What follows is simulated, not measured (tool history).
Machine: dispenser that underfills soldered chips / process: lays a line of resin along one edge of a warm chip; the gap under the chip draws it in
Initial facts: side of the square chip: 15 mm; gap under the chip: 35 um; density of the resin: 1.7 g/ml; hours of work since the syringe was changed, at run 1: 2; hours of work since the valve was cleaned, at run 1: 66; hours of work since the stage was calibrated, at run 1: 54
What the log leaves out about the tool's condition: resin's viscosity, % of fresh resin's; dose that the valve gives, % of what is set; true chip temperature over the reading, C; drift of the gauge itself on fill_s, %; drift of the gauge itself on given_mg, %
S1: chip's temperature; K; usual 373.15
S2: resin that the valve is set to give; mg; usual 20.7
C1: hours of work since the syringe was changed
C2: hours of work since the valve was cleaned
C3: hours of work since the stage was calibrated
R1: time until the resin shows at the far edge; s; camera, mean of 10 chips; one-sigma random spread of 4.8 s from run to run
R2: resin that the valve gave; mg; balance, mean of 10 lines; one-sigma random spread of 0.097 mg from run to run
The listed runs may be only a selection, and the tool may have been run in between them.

run 1 hour=0 | S1=373.15 S2=20.7 | C1=2 C2=66 C3=54 | R1=537.8 R2=19.76
-- hour=6.6 new syringe of resin
run 2 hour=8.7 | S1=373.15 S2=20.7 | C1=2 C2=73 C3=60 | R1=520.5 R2=19.91
run 3 hour=13.3 | S1=373.15 S2=20.7 | C1=5 C2=76 C3=64 | R1=572 R2=19.51
-- hour=15.9 new syringe of resin
run 4 hour=22.5 | S1=384.15 S2=20.7 | C1=5 C2=83 C3=70 | R1=366.7 R2=19.57
-- hour=25.2 new syringe of resin
run 5 hour=27.9 | S1=364.15 S2=20.7 | C1=2 C2=87 C3=74 | R1=764.8 R2=19.39
-- hour=34.9 new syringe of resin
run 6 hour=37.1 | S1=364.15 S2=20.7 | C1=2 C2=93 C3=81 | R1=756.8 R2=19.5
-- hour=44.8 new syringe of resin
run 7 hour=46.6 | S1=382.15 S2=20.7 | C1=1 C2=100 C3=88 | R1=347.3 R2=19.41
-- hour=54 new syringe of resin
run 8 hour=54 | S1=382.15 S2=20.7 | C1=0 C2=106 C3=93 | R1=345.2 R2=19.2
run 9 hour=61.7 | S1=384.15 S2=20.7 | C1=6 C2=112 C3=99 | R1=376.4 R2=19.12
-- hour=64 new syringe of resin
run 10 hour=70.9 | S1=365.15 S2=20.7 | C1=5 C2=118 C3=106 | R1=814 R2=19
-- hour=73.7 new syringe of resin
run 11 hour=80.8 | S1=361.15 S2=20.7 | C1=5 C2=126 C3=113 | R1=975.7 R2=19.02
-- hour=83.2 new syringe of resin
run 12 hour=86.9 | S1=360.15 S2=20.7 | C1=3 C2=130 C3=118 | R1=910.9 R2=18.86
-- hour=93 new syringe of resin
run 13 hour=94.4 | S1=360.15 S2=20.7 | C1=1 C2=136 C3=123 | R1=877.2 R2=18.83
run 14 hour=100.9 | S1=360.15 S2=20.7 | C1=6 C2=140 C3=128 | R1=1033.6 R2=18.58
-- hour=102.6 new syringe of resin
run 15 hour=109.5 | S1=373.15 S2=20.7 | C1=5 C2=147 C3=134 | R1=579.1 R2=18.74
-- hour=112 new syringe of resin
-- hour=113 dispensing valve cleaned and set on the balance
run 16 hour=119 | S1=373.15 S2=21.9 | C1=5 C2=5 C3=140 | R1=543 R2=21.84
-- hour=122.3 new syringe of resin
run 17 hour=125.2 | S1=373.15 S2=18.2 | C1=2 C2=9 C3=145 | R1=535.6 R2=18.23
-- hour=131.9 new syringe of resin
run 18 hour=133.2 | S1=380.15 S2=18.2 | C1=1 C2=15 C3=151 | R1=390.7 R2=17.94
-- hour=141.8 new syringe of resin
run 19 hour=144 | S1=380.15 S2=18.2 | C1=2 C2=23 C3=159 | R1=393.3 R2=17.93
run 20 hour=150.2 | S1=380.15 S2=18.2 | C1=6 C2=28 C3=163 | R1=460.5 R2=17.82
-- hour=152 new syringe of resin
run 21 hour=157.3 | S1=380.15 S2=18.2 | C1=4 C2=33 C3=169 | R1=432.3 R2=17.8
-- hour=161.5 new syringe of resin
run 22 hour=163.7 | S1=383.15 S2=20.7 | C1=2 C2=37 C3=173 | R1=347 R2=20.21
-- hour=171.3 new syringe of resin
run 23 hour=172.9 | S1=379.15 S2=22.1 | C1=1 C2=44 C3=180 | R1=394.2 R2=21.59
run 24 hour=178.7 | S1=379.15 S2=22.1 | C1=6 C2=48 C3=184 | R1=451.7 R2=21.3
-- hour=181.3 new syringe of resin
run 25 hour=187.3 | S1=374.15 S2=20.8 | C1=5 C2=55 C3=191 | R1=545.2 R2=20.15
-- hour=191.2 new syringe of resin
run 26 hour=197 | S1=380.15 S2=22.6 | C1=4 C2=62 C3=198 | R1=420.6 R2=21.64
-- hour=200.9 new syringe of resin
run 27 hour=205 | S1=382.15 S2=23 | C1=3 C2=68 C3=204 | R1=366.6 R2=22
-- hour=210.3 new syringe of resin
run 28 hour=212.7 | S1=382.15 S2=23 | C1=2 C2=73 C3=209 | R1=366.4 R2=21.88
-- hour=219.6 new syringe of resin
run 29 hour=219.6 | S1=382.15 S2=25 | C1=0 C2=78 C3=214 | R1=330.8 R2=23.48
run 30 hour=225.2 | S1=381.15 S2=19 | C1=4 C2=83 C3=218 | R1=410.7 R2=17.81
-- hour=229.7 new syringe of resin
run 31 hour=233.5 | S1=364.15 S2=25.6 | C1=3 C2=89 C3=224 | R1=774.1 R2=23.8
-- hour=239.3 new syringe of resin
run 32 hour=243.6 | S1=374.15 S2=21.1 | C1=3 C2=96 C3=232 | R1=518.7 R2=19.7
run 33 hour=248.2 | S1=374.15 S2=21.1 | C1=7 C2=100 C3=235 | R1=587.1 R2=19.69
-- hour=249 new syringe of resin
run 34 hour=256.2 | S1=381.15 S2=25.7 | C1=5 C2=105 C3=241 | R1=406.6 R2=24.02

Here are 4 independent what-if runs from the current tool condition. What would each one return?
-- hour=258.7 new syringe of resin
run A hour=265.6 | S1=369.15 S2=26.3 | C1=5 C2=112 C3=248 | R1=? R2=?
-- hour=258.7 new syringe of resin
run B hour=265.6 | S1=367.15 S2=18.1 | C1=5 C2=112 C3=248 | R1=? R2=?
-- hour=258.7 new syringe of resin
run C hour=265.6 | S1=374.15 S2=25.7 | C1=5 C2=112 C3=248 | R1=? R2=?
-- hour=258.7 new syringe of resin
run D hour=265.6 | S1=363.15 S2=20.7 | C1=5 C2=112 C3=248 | R1=? R2=?

run=A R1=653.5 R2=24.26
run=B R1=760.5 R2=16.86
run=C R1=544.6 R2=23.64
run=D R1=877 R2=19.17
Take away the tool's hidden state, keep each run's random variation, and the runs would have read:
run=A R1=544.3 R2=26.23
run=B R1=621 R2=18.22
run=C R1=453.9 R2=25.56
run=D R1=723 R2=20.73
